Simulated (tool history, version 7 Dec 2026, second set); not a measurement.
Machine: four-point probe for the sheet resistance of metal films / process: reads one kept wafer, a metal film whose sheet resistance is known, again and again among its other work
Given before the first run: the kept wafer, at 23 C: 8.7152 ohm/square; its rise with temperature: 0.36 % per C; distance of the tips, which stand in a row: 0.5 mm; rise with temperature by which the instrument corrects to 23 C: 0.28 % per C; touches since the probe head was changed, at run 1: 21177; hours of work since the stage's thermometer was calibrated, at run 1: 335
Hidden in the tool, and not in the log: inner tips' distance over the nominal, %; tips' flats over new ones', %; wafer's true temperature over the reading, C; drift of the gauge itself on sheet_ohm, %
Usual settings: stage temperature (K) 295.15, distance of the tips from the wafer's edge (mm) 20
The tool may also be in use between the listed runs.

run,hour,stage temperature (K),distance of the tips from the wafer's edge (mm),touches since the probe head was changed,hours of work since the stage's thermometer was calibrated,sheet resistance as the instrument gives it (ohm/square)
1,0.0,295.15,20,21177,335,8.721064
2,8.6,295.15,20,21518,339,8.723206
3,20.7,295.15,20,21999,346,8.724516
4,27.6,295.15,20,22272,350,8.720695
5,43.0,302.15,20,22884,359,8.768333
6,54.1,295.15,20,23326,365,8.726068
7,65.1,295.15,67,23761,372,8.723472
8,80.1,295.15,20,24356,380,8.726496
9,87.2,295.15,20,24637,384,8.724269
10,96.0,295.15,20,24986,389,8.722361
11,103.1,295.15,20,25268,393,8.725482
12,118.9,295.15,20,25894,402,8.726065
13,127.0,295.15,20,26217,407,8.726515
14,134.7,295.15,20,26525,411,8.724559
15,147.9,295.15,3,27046,419,8.853893
16,162.6,291.15,20,27630,427,8.701236
17,175.9,291.15,20,28157,434,8.699576
18,186.2,295.15,74,28568,440,8.723450
19,196.4,295.15,74,28972,446,8.723214
20,203.8,295.15,74,29264,450,8.724369
21,212.3,304.15,3,29602,455,8.915811
22,227.8,296.15,46,30219,464,8.734572
23,242.4,301.15,27,30799,472,8.768965
# hour 244.2: stage's thermometer calibrated
24,250.3,301.15,27,31093,4,8.768777
25,260.6,297.15,4,31500,9,8.808326
26,274.2,302.15,75,32041,17,8.773211
27,287.0,302.15,75,32548,24,8.776656
28,299.6,298.15,9,33048,31,8.761285
29,313.8,299.15,63,33613,40,8.753651
# hour 321.4: stage's thermometer calibrated, once more
30,325.8,303.15,16,34070,3,8.797342
31,339.4,292.15,60,34606,10,8.717276
32,354.9,295.15,37,35222,19,8.739227
33,365.2,295.15,12,35632,25,8.749092
34,375.2,295.15,21,36026,31,8.739569
35,386.8,302.15,12,36490,37,8.793796
36,400.3,302.15,12,37024,45,8.795502
37,412.3,295.15,12,37499,52,8.746911
38,426.8,308.15,68,38075,60,8.830474
39,435.0,300.15,3,38400,64,8.905264

Forecast each of these 5 alternatives for the next run:
A,441.3,296.15,29,38653,68,?
B,441.3,292.15,12,38653,68,?
C,441.3,293.15,15,38653,68,?
D,441.3,303.15,15,38653,68,?
E,441.3,299.15,33,38653,68,?

run,sheet resistance as the instrument gives it (ohm/square)
A,8.750149
B,8.727041
C,8.734179
D,8.799224
E,8.766024
Had the tool no hidden state, the same runs would have come out as:
run,sheet resistance as the instrument gives it (ohm/square)
A,8.717275
B,8.694261
C,8.701370
D,8.766158
E,8.733087
